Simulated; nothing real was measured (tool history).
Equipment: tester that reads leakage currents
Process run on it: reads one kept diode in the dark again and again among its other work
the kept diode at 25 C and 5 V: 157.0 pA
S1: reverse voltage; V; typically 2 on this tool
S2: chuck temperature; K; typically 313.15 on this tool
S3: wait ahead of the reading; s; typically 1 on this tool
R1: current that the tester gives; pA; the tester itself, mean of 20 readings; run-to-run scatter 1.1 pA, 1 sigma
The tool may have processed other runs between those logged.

Run 1, day 0: usual settings. Result: R1 404.64 pA.
Run 2, day 6.162: usual settings but S2 332.15 K. Result: R1 1544.78 pA.
Run 3, day 14.058: usual settings but S3 3.72 s. Result: R1 408.08 pA.
Run 4, day 24.15: usual settings. Result: R1 408.7 pA.
Run 5, day 34.171: usual settings. Result: R1 411.8 pA.
Run 6, day 40.658: usual settings. Result: R1 414.26 pA.
Run 7, day 50.642: usual settings. Result: R1 414.21 pA.
Run 8, day 56.167: usual settings. Result: R1 417.94 pA.
At day 59.258: chuck's temperature calibrated.
Run 9, day 61.5: usual settings. Result: R1 381.81 pA.
At day 62.075: tester calibrated.
Run 10, day 66.179: usual settings but S1 6.47 V, S2 329.15 K, S3 0.61 s. Result: R1 1788.06 pA.
Run 11, day 74.512: usual settings but S1 6.47 V, S2 329.15 K, S3 0.61 s. Result: R1 1790.7 pA.
At day 76.167: probe card cleaned and baked.
Run 12, day 83.354: usual settings but S2 294.15 K, S3 5.14 s. Result: R1 83.73 pA.
Run 13, day 94.342: usual settings but S1 18.97 V, S2 296.15 K, S3 1.07 s. Result: R1 218.61 pA.
Run 14, day 100.292: usual settings but S1 1.94 V, S2 300.15 K, S3 1.07 s. Result: R1 138.19 pA.
Run 15, day 105.071: usual settings but S1 1.94 V, S2 301.15 K, S3 0.68 s. Result: R1 150.09 pA.
Run 16, day 114.333: usual settings but S1 1.94 V, S2 301.15 K, S3 0.68 s. Result: R1 152.1 pA.
Run 17, day 123.229: usual settings but S1 2.95 V, S2 297.15 K, S3 0.99 s. Result: R1 126.19 pA.

Predict each of these 4 candidate next runs independently; none follows another, all start after run 17:
At day 128.696: tester calibrated, once more.
Run A, day 130.171: usual settings but S1 19.75 V, S2 330.15 K, S3 0.99 s. Result: R1 ?.
At day 128.696: tester calibrated, once more.
Run B, day 130.171: usual settings but S1 1.3 V, S2 300.15 K, S3 0.99 s. Result: R1 ?.
At day 128.696: tester calibrated, once more.
Run C, day 130.171: usual settings but S1 7.82 V, S2 304.15 K, S3 4.19 s. Result: R1 ?.
At day 128.696: tester calibrated, once more.
Run D, day 130.171: usual settings but S1 1.89 V, S2 322.15 K, S3 2.5 s. Result: R1 ?.

run       R1
  A  2867.71
  B   124.11
  C   312.83
  D   745.67
Without the tool's unlogged condition, the same runs would have read:
run      R1
  A  2761.5
  B  118.48
  C  297.71
  D  717.61
